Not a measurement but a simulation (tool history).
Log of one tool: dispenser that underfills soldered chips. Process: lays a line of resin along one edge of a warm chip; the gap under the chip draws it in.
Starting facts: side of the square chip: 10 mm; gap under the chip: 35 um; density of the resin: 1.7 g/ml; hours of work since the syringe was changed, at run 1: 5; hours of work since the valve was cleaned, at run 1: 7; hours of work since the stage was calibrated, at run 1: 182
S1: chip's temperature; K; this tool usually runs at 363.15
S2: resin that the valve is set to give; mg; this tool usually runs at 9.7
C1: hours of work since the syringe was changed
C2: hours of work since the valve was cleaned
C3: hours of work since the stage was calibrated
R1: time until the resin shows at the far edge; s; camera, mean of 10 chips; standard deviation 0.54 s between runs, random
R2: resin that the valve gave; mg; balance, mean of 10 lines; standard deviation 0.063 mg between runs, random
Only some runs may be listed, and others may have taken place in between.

run 1 day=0 | S1=363.15 S2=9.7 | C1=5 C2=7 C3=182 | R1=55.3 R2=9.64
-- day=0.346 new syringe of resin
run 2 day=0.346 | S1=363.15 S2=9.7 | C1=0 C2=13 C3=188 | R1=46.6 R2=9.51
run 3 day=0.517 | S1=363.15 S2=9.7 | C1=3 C2=16 C3=191 | R1=52.3 R2=9.58
run 4 day=0.758 | S1=366.15 S2=9.7 | C1=7 C2=20 C3=195 | R1=52.4 R2=9.44
-- day=0.95 new syringe of resin
run 5 day=1.012 | S1=366.15 S2=11.96 | C1=1 C2=24 C3=199 | R1=41 R2=11.72
run 6 day=1.246 | S1=363.15 S2=9.7 | C1=5 C2=28 C3=203 | R1=55.6 R2=9.45
run 7 day=1.496 | S1=363.15 S2=8.85 | C1=9 C2=32 C3=207 | R1=65.1 R2=8.48
-- day=1.554 new syringe of resin
run 8 day=1.812 | S1=363.15 S2=9.7 | C1=4 C2=37 C3=212 | R1=55.3 R2=9.39
run 9 day=2.029 | S1=363.15 S2=12.15 | C1=8 C2=41 C3=216 | R1=61.8 R2=11.7
-- day=2.179 new syringe of resin
run 10 day=2.3 | S1=363.15 S2=12.15 | C1=2 C2=45 C3=220 | R1=48.4 R2=11.53
run 11 day=2.579 | S1=363.15 S2=12.15 | C1=7 C2=50 C3=225 | R1=57.7 R2=11.56
-- day=2.796 new syringe of resin
run 12 day=2.808 | S1=358.15 S2=9.7 | C1=0 C2=53 C3=228 | R1=60.3 R2=9.2
-- day=3.15 dispensing valve cleaned and set on the balance
run 13 day=3.2 | S1=358.15 S2=9.7 | C1=6 C2=1 C3=234 | R1=72.9 R2=9.8
-- day=3.446 new syringe of resin
run 14 day=3.483 | S1=358.15 S2=9.7 | C1=1 C2=5 C3=239 | R1=60.1 R2=9.59
run 15 day=3.683 | S1=358.15 S2=9.7 | C1=4 C2=9 C3=242 | R1=67.5 R2=9.63
run 16 day=3.879 | S1=363.15 S2=9.7 | C1=7 C2=12 C3=246 | R1=59.1 R2=9.55
-- day=4.054 new syringe of resin
run 17 day=4.1 | S1=363.15 S2=9.7 | C1=1 C2=16 C3=249 | R1=47.2 R2=9.55
run 18 day=4.258 | S1=363.15 S2=11.36 | C1=3 C2=18 C3=252 | R1=51.5 R2=11.18
run 19 day=4.562 | S1=373.15 S2=9.58 | C1=9 C2=23 C3=257 | R1=39.1 R2=9.37
-- day=4.675 new syringe of resin
run 20 day=4.738 | S1=373.15 S2=9.58 | C1=1 C2=26 C3=260 | R1=30.5 R2=9.37
run 21 day=5.096 | S1=373.15 S2=9.58 | C1=7 C2=32 C3=266 | R1=38.1 R2=9.19
-- day=5.288 new syringe of resin
run 22 day=5.392 | S1=350.15 S2=9.7 | C1=2 C2=37 C3=271 | R1=100.4 R2=9.34
run 23 day=5.733 | S1=371.15 S2=11.82 | C1=8 C2=43 C3=276 | R1=42.9 R2=11.23
-- day=5.896 new syringe of resin
run 24 day=5.942 | S1=354.15 S2=11.73 | C1=1 C2=46 C3=280 | R1=73.3 R2=11.13
run 25 day=6.171 | S1=363.15 S2=10.44 | C1=5 C2=50 C3=283 | R1=53.7 R2=9.97
-- day=6.5 new syringe of resin
run 26 day=6.538 | S1=356.15 S2=11.48 | C1=1 C2=56 C3=289 | R1=68.1 R2=10.94
-- day=6.742 dispensing valve cleaned and set on the balance
run 27 day=6.821 | S1=349.15 S2=11.59 | C1=5 C2=1 C3=294 | R1=111.1 R2=11.68
run 28 day=7.1 | S1=373.15 S2=12.53 | C1=9 C2=6 C3=298 | R1=41.3 R2=12.58
-- day=7.158 new syringe of resin
run 29 day=7.404 | S1=365.15 S2=8.49 | C1=4 C2=11 C3=303 | R1=50.4 R2=8.36
run 30 day=7.554 | S1=365.15 S2=8.49 | C1=7 C2=14 C3=306 | R1=55.5 R2=8.36
-- day=7.779 new syringe of resin
run 31 day=7.821 | S1=365.15 S2=8.49 | C1=1 C2=18 C3=310 | R1=45.9 R2=8.44
run 32 day=8.167 | S1=357.15 S2=9.7 | C1=7 C2=24 C3=316 | R1=80.8 R2=9.49
-- day=8.396 new syringe of resin
run 33 day=8.442 | S1=357.15 S2=9.7 | C1=1 C2=28 C3=320 | R1=65.9 R2=9.4
run 34 day=8.612 | S1=353.15 S2=9.77 | C1=4 C2=31 C3=323 | R1=89.1 R2=9.54
run 35 day=8.967 | S1=349.15 S2=9.82 | C1=10 C2=37 C3=329 | R1=135.9 R2=9.59
-- day=9.004 new syringe of resin
run 36 day=9.275 | S1=353.15 S2=9.7 | C1=5 C2=42 C3=334 | R1=89.1 R2=9.39

Each row is a separate what-if for the run after 36, all from the same tool condition, not one after another. Results?
run A day=9.571 | S1=363.15 S2=8.72 | C1=10 C2=47 C3=339 | R1=? R2=?
run B day=9.571 | S1=349.15 S2=9.7 | C1=10 C2=47 C3=339 | R1=? R2=?
run C day=9.571 | S1=377.15 S2=9.7 | C1=10 C2=47 C3=339 | R1=? R2=?

run=A R1=66.8 R2=8.29
run=B R1=131.9 R2=9.32
run=C R1=34.1 R2=9.29
With no hidden state in the tool, these same runs would have given:
run=A R1=45.9 R2=8.69
run=B R1=90.3 R2=9.76
run=C R1=23.5 R2=9.73

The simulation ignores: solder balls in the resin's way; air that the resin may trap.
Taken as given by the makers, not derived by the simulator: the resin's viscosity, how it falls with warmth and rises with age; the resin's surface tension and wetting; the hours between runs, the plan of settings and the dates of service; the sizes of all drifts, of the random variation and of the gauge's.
